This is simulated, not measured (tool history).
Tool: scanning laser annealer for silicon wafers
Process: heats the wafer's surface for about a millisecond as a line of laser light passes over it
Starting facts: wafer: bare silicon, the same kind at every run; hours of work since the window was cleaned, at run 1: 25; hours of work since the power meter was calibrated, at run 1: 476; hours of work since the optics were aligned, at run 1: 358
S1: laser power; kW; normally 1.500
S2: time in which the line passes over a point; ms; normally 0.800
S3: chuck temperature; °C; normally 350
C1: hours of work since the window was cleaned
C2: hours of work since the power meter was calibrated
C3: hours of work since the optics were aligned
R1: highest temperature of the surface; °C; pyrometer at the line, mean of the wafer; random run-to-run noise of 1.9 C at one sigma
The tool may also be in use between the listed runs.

run     day     S1     S2   S3   C1   C2   C3    R1
  1   0.000  1.500  0.800  350   25  476  358  1154
  2   0.871  1.500  0.800  350   37  487  369  1151
  3   1.946  1.500  0.800  350   51  501  384  1150
  4   3.346  1.500  0.800  350   69  520  402  1144
  5   4.271  1.362  0.800  350   81  532  414  1054
  6   5.175  1.601  0.800  350   93  543  426  1209
  7   6.262  1.601  0.800  350  107  558  440  1207
      6.475  -- laser's power meter calibrated
  8   7.183  1.500  0.800  350  118    9  450  1133
  9   7.804  1.397  0.654  336  126   17  459   984
 10   8.883  1.572  0.735  361  140   32  473  1153
 11  10.204  1.500  0.773  357  157   49  490  1121
 12  11.346  1.500  0.773  353  172   64  505  1113
 13  12.588  1.500  0.641  326  188   80  521  1013
 14  13.617  1.327  0.607  350  202   93  534   921
     14.200  -- laser's power meter calibrated, once more
 15  14.454  1.327  0.607  350  211    3  544   920
 16  15.138  1.296  0.660  384  220   12  553   960

Some steps in R1, run to run, broken into two amounts with sign: the step expected even without the hidden condition (settings, incoming material, random variation), and the rest, left for the hidden condition together with whatever gauge scatter is not in both the measured and the hidden-condition-free result:
Unlogged tool condition in this case: light that passes the window, % of a clean one's; laser's true power over the reading, %; width of the line over the set one, %; drift of the gauge itself on peak_c, C.
Run 9 -> 10: S1 1.397 -> 1.572, S2 0.654 -> 0.735, S3 336 -> 361. R1 +169 °C: hidden state -10, all else +179.

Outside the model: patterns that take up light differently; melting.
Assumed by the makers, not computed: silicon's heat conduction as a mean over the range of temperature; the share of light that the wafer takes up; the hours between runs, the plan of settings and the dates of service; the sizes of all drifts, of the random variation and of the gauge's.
